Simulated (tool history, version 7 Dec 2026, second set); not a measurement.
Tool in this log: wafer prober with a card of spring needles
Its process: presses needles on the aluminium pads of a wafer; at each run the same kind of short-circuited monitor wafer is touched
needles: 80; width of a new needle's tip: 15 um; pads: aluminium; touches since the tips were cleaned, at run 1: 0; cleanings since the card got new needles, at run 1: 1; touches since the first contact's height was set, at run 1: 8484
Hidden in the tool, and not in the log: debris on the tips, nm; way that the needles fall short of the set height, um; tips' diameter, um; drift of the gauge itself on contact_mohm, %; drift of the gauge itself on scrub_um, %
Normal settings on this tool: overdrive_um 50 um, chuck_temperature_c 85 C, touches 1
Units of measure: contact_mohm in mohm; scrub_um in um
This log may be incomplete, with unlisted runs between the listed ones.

run,hour,overdrive_um,chuck_temperature_c,touches,touches since the tips were cleaned,cleanings since the card got new needles,touches since the first contact's height was set,contact_mohm,scrub_um
1,0,50,85,1,0,1,8484,225,8.73
2,6.4,50,85,1,2998,1,11482,224,8.74
3,14.7,50,85,1,6921,1,15405,223,8.68
# hour 16.3: tips cleaned on abrasive film
4,20.3,50,85,1,1912,2,17999,221,8.71
5,27.5,50,85,1,5283,2,21370,226,8.72
# hour 32.6: tips cleaned on abrasive film
6,32.8,50,85,1,91,3,23814,223,8.71
7,43.1,50,85,1,4909,3,28632,223,8.7
# hour 49.2: tips cleaned on abrasive film
8,51.7,50,85,1,1204,4,32650,223,8.7
9,58,50,98,2,4142,4,35588,225,8.71

For run 10, what comes out?
10,63.4,50,69,1,6674,4,38120,?,?

{"run 10": {"contact_mohm": 216, "scrub_um": 8.7}}
Without the tool's hidden state the same run would have given contact_mohm 215 mohm, scrub_um 8.73 um.
